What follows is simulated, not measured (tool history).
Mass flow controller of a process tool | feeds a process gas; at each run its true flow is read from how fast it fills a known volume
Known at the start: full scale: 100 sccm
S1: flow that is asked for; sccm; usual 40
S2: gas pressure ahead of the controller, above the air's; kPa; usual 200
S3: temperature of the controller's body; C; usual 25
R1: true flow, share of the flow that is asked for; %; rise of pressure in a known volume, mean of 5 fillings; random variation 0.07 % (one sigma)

Run 1, hour 0.0: usual settings. Result: R1 98.35 %.
Run 2, hour 43.6: usual settings but S3 23 C. Result: R1 98.37 %.
Run 3, hour 97.6: usual settings but S3 23 C. Result: R1 98.31 %.
Run 4, hour 187.8: usual settings but S3 23 C. Result: R1 98.47 %.
Run 5, hour 232.2: usual settings but S1 51 sccm. Result: R1 98.80 %.
Run 6, hour 282.5: usual settings but S1 51 sccm. Result: R1 98.73 %.
Run 7, hour 372.8: usual settings but S1 51 sccm. Result: R1 98.60 %.
Run 8, hour 462.9: usual settings but S1 51 sccm. Result: R1 98.75 %.
Run 9, hour 510.9: usual settings but S1 51 sccm. Result: R1 98.80 %.
Run 10, hour 589.6: usual settings but S1 51 sccm. Result: R1 98.74 %.
Run 11, hour 669.1: usual settings but S1 51 sccm. Result: R1 98.78 %.
Run 12, hour 715.4: usual settings but S1 51 sccm, S3 28 C. Result: R1 98.61 %.
Run 13, hour 763.5: usual settings but S1 51 sccm, S3 28 C. Result: R1 98.68 %.
Run 14, hour 820.1: usual settings but S1 51 sccm, S3 28 C. Result: R1 98.76 %.
Run 15, hour 864.3: usual settings but S1 51 sccm, S3 28 C. Result: R1 98.66 %.
Run 16, hour 926.1: usual settings but S1 27 sccm. Result: R1 97.60 %.
Run 17, hour 978.5: usual settings but S1 56 sccm. Result: R1 98.87 %.
Run 18, hour 1058.8: usual settings but S1 56 sccm. Result: R1 98.84 %.
Run 19, hour 1113.7: usual settings but S2 170 kPa, S3 27 C. Result: R1 98.04 %.
Run 20, hour 1191.6: usual settings but S2 141 kPa, S3 22 C. Result: R1 97.93 %.
Run 21, hour 1257.0: usual settings but S1 17 sccm, S2 160 kPa, S3 21 C. Result: R1 96.41 %.
Run 22, hour 1294.9: usual settings but S2 160 kPa, S3 26 C. Result: R1 98.06 %.
Run 23, hour 1360.9: usual settings but S2 160 kPa, S3 26 C. Result: R1 98.00 %.

Forecast run 24:
At hour 1367.2: controller's zero set anew.
Run 24, hour 1435.0: usual settings but S1 31 sccm, S2 235 kPa, S3 22 C. Result: R1 ?.

Run 24 gave R1 97.26 %.
Without the tool's hidden state the same run would have given R1 98.69 %.

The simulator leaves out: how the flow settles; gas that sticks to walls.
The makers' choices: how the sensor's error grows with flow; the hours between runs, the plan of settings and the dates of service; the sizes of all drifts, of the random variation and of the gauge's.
